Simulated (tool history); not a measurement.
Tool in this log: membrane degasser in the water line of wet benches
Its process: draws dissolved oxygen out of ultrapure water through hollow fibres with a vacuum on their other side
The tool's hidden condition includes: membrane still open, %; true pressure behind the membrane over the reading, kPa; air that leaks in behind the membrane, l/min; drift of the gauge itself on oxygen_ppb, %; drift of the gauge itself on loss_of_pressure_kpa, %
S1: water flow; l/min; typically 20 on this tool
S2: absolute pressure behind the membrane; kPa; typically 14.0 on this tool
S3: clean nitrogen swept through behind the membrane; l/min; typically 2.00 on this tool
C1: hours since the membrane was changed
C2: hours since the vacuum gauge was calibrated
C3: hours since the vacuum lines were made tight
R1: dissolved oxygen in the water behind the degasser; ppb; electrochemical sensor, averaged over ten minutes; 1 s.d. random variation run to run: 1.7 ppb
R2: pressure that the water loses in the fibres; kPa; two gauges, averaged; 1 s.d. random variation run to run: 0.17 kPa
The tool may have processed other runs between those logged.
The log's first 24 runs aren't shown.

| run | hour | S1 | S2 | S3 | C1 | C2 | C3 | R1 | R2 |
|---|---|---|---|---|---|---|---|---|---|
| 25 | 1107.0 | 15 | 10.5 | 1.31 | 2224 | 4679 | 1273 | 193.4 | 21.77 |
| 26 | 1138.9 | 15 | 10.5 | 1.31 | 2256 | 4711 | 1305 | 194.2 | 22.18 |
|  | 1168.0 | gauge calibrated |
| 27 | 1168.0 | 12 | 14.0 | 2.00 | 2285 | 4740 | 1334 | 156.2 | 17.55 |
| 28 | 1197.8 | 18 | 14.0 | 3.11 | 2315 | 4770 | 1364 | 154.8 | 26.70 |
| 29 | 1226.1 | 18 | 17.9 | 4.89 | 2343 | 4798 | 1392 | 137.2 | 26.99 |
| 30 | 1261.9 | 20 | 13.0 | 1.89 | 2379 | 4834 | 1428 | 246.4 | 29.64 |
| 31 | 1322.0 | 24 | 22.9 | 1.71 | 2439 | 4894 | 1488 | 623.5 | 35.43 |
| 32 | 1358.8 | 24 | 22.9 | 1.71 | 2476 | 4931 | 1525 | 624.0 | 35.41 |
| 33 | 1408.1 | 27 | 14.0 | 5.33 | 2525 | 4980 | 1574 | 179.3 | 39.78 |

Predict each of these 3 candidate next runs independently; none follows another, all start after run 33:
| A | 1444.1 | 18 | 19.3 | 0.84 | 2561 | 5016 | 1610 | ? | ? |
| B | 1444.1 | 20 | 15.6 | 1.05 | 2561 | 5016 | 1610 | ? | ? |
| C | 1444.1 | 13 | 14.8 | 0.94 | 2561 | 5016 | 1610 | ? | ? |

| run | R1 | R2 |
|---|---|---|
| A | 713.6 | 26.20 |
| B | 510.1 | 29.21 |
| C | 362.0 | 19.10 |
Without the tool's unlogged condition, the same runs would have read:
| run | R1 | R2 |
|---|---|---|
| A | 713.1 | 26.57 |
| B | 509.6 | 29.61 |
| C | 361.6 | 19.37 |
